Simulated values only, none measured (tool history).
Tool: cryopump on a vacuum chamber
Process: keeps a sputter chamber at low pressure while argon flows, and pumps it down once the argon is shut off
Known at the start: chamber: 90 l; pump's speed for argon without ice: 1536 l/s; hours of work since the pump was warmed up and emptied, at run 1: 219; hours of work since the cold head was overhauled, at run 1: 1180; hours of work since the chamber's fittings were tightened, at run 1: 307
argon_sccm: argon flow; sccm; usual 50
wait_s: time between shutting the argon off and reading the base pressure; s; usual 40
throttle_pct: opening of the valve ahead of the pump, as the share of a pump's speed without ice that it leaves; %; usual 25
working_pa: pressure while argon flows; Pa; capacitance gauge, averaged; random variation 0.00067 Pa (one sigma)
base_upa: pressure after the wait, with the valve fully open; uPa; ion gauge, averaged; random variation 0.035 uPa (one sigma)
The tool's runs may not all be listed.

| run | hour | argon_sccm | wait_s | throttle_pct | hours of work since the pump was warmed up and emptied | hours of work since the cold head was overhauled | hours of work since the chamber's fittings were tightened | working_pa | base_upa |
|---|---|---|---|---|---|---|---|---|---|
| 1 | 0.0 | 50 | 40 | 25 | 219 | 1180 | 307 | 0.2234 | 2.10 |
| 2 | 55.6 | 50 | 40 | 25 | 254 | 1215 | 341 | 0.2250 | 2.12 |
| 3 | 98.6 | 27 | 40 | 25 | 280 | 1242 | 368 | 0.1220 | 2.17 |
| 4 | 154.3 | 27 | 40 | 25 | 315 | 1277 | 403 | 0.1219 | 2.19 |
| 5 | 235.4 | 50 | 40 | 25 | 366 | 1327 | 454 | 0.2273 | 2.14 |
| 6 | 317.5 | 50 | 40 | 25 | 417 | 1379 | 505 | 0.2280 | 2.23 |
|  | 378.0 | pump warmed up, emptied and cooled again |
| 7 | 379.0 | 50 | 52 | 25 | 1 | 1414 | 540 | 0.2208 | 1.81 |
| 8 | 443.8 | 24 | 139 | 22 | 41 | 1454 | 580 | 0.1210 | 0.98 |
| 9 | 524.8 | 24 | 139 | 22 | 92 | 1505 | 631 | 0.1206 | 0.99 |
| 10 | 575.7 | 24 | 139 | 22 | 123 | 1536 | 663 | 0.1210 | 1.03 |
| 11 | 617.0 | 32 | 40 | 25 | 149 | 1562 | 688 | 0.1433 | 2.29 |
| 12 | 673.4 | 32 | 177 | 40 | 184 | 1597 | 724 | 0.0906 | 0.94 |
| 13 | 727.3 | 32 | 177 | 40 | 218 | 1631 | 757 | 0.0906 | 1.00 |
| 14 | 780.1 | 32 | 177 | 40 | 251 | 1664 | 790 | 0.0921 | 0.95 |

How the hidden state differs across the entries between the runs, from the last listed run before each to the first after it:
Between runs 6 and 7: pump warmed up, emptied and cooled again (hour 378.0)
  pump's speed, % of a pump's without ice: 88.6 -> 99.6; cold plate's temperature, K: 12.66 -> 12.68; leak into the chamber, uPa l/s: 660 -> 680
  measured less the result without the state, working_pa: +0.0079 -> +0.0009 Pa; base_upa: +0.30 -> +0.26 uPa
